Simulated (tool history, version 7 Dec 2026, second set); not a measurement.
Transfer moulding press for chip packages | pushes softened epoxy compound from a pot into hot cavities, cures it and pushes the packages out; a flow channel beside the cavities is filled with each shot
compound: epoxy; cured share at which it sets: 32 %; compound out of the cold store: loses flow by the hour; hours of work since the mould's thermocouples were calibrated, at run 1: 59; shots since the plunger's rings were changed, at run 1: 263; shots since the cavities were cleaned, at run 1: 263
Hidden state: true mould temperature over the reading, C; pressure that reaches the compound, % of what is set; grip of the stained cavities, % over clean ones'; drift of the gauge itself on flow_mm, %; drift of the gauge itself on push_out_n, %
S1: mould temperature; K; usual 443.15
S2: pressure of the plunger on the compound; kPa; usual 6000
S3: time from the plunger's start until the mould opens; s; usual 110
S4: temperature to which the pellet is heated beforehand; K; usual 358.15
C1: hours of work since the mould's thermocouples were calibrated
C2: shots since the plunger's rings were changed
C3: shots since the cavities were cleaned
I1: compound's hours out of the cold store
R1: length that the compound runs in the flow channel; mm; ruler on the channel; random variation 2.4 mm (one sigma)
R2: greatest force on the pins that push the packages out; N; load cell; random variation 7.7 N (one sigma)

Run 1, hour 0: usual settings; C1 59; C2 263; C3 263; I1 12.7. Result: R1 532 mm, R2 482 N.
Run 2, hour 29.1: usual settings; C1 73; C2 491; C3 491; I1 42.6. Result: R1 468 mm, R2 536 N.
Run 3, hour 66.4: usual settings; C1 91; C2 785; C3 785; I1 17.3. Result: R1 517 mm, R2 627 N.
At hour 93: cavities cleaned with cleaning compound and waxed.
Run 4, hour 102.9: usual settings; C1 108; C2 1060; C3 77; I1 17.4. Result: R1 512 mm, R2 838 N.
Run 5, hour 141.4: usual settings but S3 120 s; C1 127; C2 1363; C3 380; I1 11. Result: R1 516 mm, R2 746 N.
Run 6, hour 161.8: usual settings but S4 365.15 K; C1 137; C2 1523; C3 540; I1 16.7. Result: R1 503 mm, R2 781 N.
Run 7, hour 187.5: usual settings but S1 442.15 K; C1 149; C2 1726; C3 743; I1 22.9. Result: R1 491 mm, R2 778 N.
At hour 220.2: cavities cleaned with cleaning compound and waxed.
Run 8, hour 220.6: usual settings but S1 442.15 K; C1 164; C2 1974; C3 3; I1 37.6. Result: R1 468 mm, R2 340 N.
Run 9, hour 259.8: usual settings; C1 183; C2 2282; C3 311; I1 36. Result: R1 466 mm, R2 489 N.
Run 10, hour 289.7: usual settings; C1 197; C2 2517; C3 546; I1 17.9. Result: R1 494 mm, R2 558 N.
Run 11, hour 316.1: usual settings; C1 210; C2 2725; C3 754; I1 38.1. Result: R1 459 mm, R2 609 N.
At hour 346.1: cavities cleaned with cleaning compound and waxed.
At hour 351.1: cavities cleaned with cleaning compound and waxed, once more.
Run 12, hour 362.3: usual settings but S2 6630 kPa; C1 231; C2 3065; C3 88; I1 17.3. Result: R1 512 mm, R2 390 N.
Run 13, hour 401.8: usual settings but S4 350.15 K; C1 250; C2 3376; C3 399; I1 25.4. Result: R1 471 mm, R2 520 N.
At hour 417.2: plunger's sealing rings changed.
Run 14, hour 444.7: usual settings but S2 7200 kPa, S4 349.15 K; C1 270; C2 216; C3 716; I1 25.4. Result: R1 551 mm, R2 602 N.
Run 15, hour 467.1: usual settings but S1 436.15 K, S2 5020 kPa, S4 349.15 K; C1 280; C2 392; C3 892; I1 21.2. Result: R1 472 mm, R2 930 N.
At hour 479.8: cavities cleaned with cleaning compound and waxed.
Run 16, hour 505.8: usual settings but S1 444.15 K, S2 5350 kPa, S3 130 s, S4 354.15 K; C1 298; C2 685; C3 204; I1 13.9. Result: R1 489 mm, R2 408 N.
Run 17, hour 545.9: usual settings but S1 444.15 K, S2 5350 kPa, S3 130 s, S4 354.15 K; C1 318; C2 1000; C3 519; I1 25. Result: R1 468 mm, R2 476 N.
Run 18, hour 579.5: usual settings but S1 438.15 K, S2 5350 kPa, S3 130 s, S4 354.15 K; C1 334; C2 1264; C3 783; I1 38.6. Result: R1 445 mm, R2 604 N.
At hour 604.7: cavities cleaned with cleaning compound and waxed.
Run 19, hour 620.5: usual settings but S1 438.15 K, S2 5350 kPa, S3 130 s, S4 354.15 K; C1 353; C2 1575; C3 124; I1 36.8. Result: R1 446 mm, R2 405 N.
Run 20, hour 644.4: usual settings but S1 445.15 K, S2 6100 kPa; C1 364; C2 1763; C3 312; I1 10.2. Result: R1 522 mm, R2 479 N.
At hour 669.2: mould's thermocouples calibrated.
Run 21, hour 673.9: usual settings but S1 436.15 K, S2 4820 kPa, S3 100 s, S4 354.15 K; C1 2; C2 1979; C3 528; I1 25.8. Result: R1 444 mm, R2 1077 N.
Run 22, hour 715.3: usual settings but S1 441.15 K, S2 7260 kPa, S3 135 s, S4 354.15 K; C1 22; C2 2305; C3 854; I1 28.4. Result: R1 527 mm, R2 557 N.
At hour 732: cavities cleaned with cleaning compound and waxed.
Run 23, hour 746.6: usual settings but S1 446.15 K, S2 7260 kPa, S3 106 s; C1 37; C2 2539; C3 115; I1 31.2. Result: R1 512 mm, R2 370 N.
Run 24, hour 783.2: usual settings but S2 5670 kPa, S3 101 s; C1 54; C2 2827; C3 403; I1 25.6. Result: R1 463 mm, R2 602 N.
Run 25, hour 817.1: usual settings but S4 350.15 K; C1 71; C2 3094; C3 670; I1 11.2. Result: R1 506 mm, R2 601 N.

Hidden state at the last listed run before each entry between runs and at the first one after, where it differs:
Between runs 3 and 4: cavities cleaned with cleaning compound and waxed (hour 93)
  true mould temperature over the reading, C: 0.29 -> 0.31; pressure that reaches the compound, % of what is set: 96.71 -> 95.68; grip of the stained cavities, % over clean ones': 91.6 -> 161.7
  measured less the result without the state, R1: -9 -> -11 mm; R2: +297 -> +514 N
Between runs 7 and 8: cavities cleaned with cleaning compound and waxed (hour 220.2)
  true mould temperature over the reading, C: 0.35 -> 0.37; pressure that reaches the compound, % of what is set: 93.2 -> 92.3; grip of the stained cavities, % over clean ones': 132 -> 1.8
  measured less the result without the state, R1: -18 -> -19 mm; R2: +437 -> +1 N
Between runs 11 and 12: cavities cleaned with cleaning compound and waxed (hour 346.1); cavities cleaned with cleaning compound and waxed, once more (hour 351.1)
  true mould temperature over the reading, C: 0.42 -> 0.44; pressure that reaches the compound, % of what is set: 89.79 -> 88.6; grip of the stained cavities, % over clean ones': 89 -> 20.9
  measured less the result without the state, R1: -26 -> -33 mm; R2: +281 -> +61 N
Between runs 13 and 14: plunger's sealing rings changed (hour 417.2)
  true mould temperature over the reading, C: 0.46 -> 0.48; pressure that reaches the compound, % of what is set: 87.42 -> 98.65; grip of the stained cavities, % over clean ones': 63.1 -> 87.2
  measured less the result without the state, R1: -33 -> -4 mm; R2: +195 -> +275 N
Between runs 15 and 16: cavities cleaned with cleaning compound and waxed (hour 479.8)
  true mould temperature over the reading, C: 0.49 -> 0.51; pressure that reaches the compound, % of what is set: 98.01 -> 96.89; grip of the stained cavities, % over clean ones': 95.8 -> 37.8
  measured less the result without the state, R1: -5 -> -8 mm; R2: +439 -> +108 N
Between runs 18 and 19: cavities cleaned with cleaning compound and waxed (hour 604.7)
  true mould temperature over the reading, C: 0.55 -> 0.57; pressure that reaches the compound, % of what is set: 94.69 -> 93.54; grip of the stained cavities, % over clean ones': 91.1 -> 26.3
  measured less the result without the state, R1: -14 -> -16 mm; R2: +282 -> +78 N
Between runs 20 and 21: mould's thermocouples calibrated (hour 669.2)
  true mould temperature over the reading, C: 0.58 -> -0.01; pressure that reaches the compound, % of what is set: 92.93 -> 92.1; grip of the stained cavities, % over clean ones': 54.2 -> 75.4
  measured less the result without the state, R1: -20 -> -18 mm; R2: +161 -> +465 N
Between runs 22 and 23: cavities cleaned with cleaning compound and waxed (hour 732)
  true mould temperature over the reading, C: 0.01 -> 0.03; pressure that reaches the compound, % of what is set: 90.84 -> 89.9; grip of the stained cavities, % over clean ones': 94.5 -> 20.8
  measured less the result without the state, R1: -26 -> -28 mm; R2: +275 -> +64 N

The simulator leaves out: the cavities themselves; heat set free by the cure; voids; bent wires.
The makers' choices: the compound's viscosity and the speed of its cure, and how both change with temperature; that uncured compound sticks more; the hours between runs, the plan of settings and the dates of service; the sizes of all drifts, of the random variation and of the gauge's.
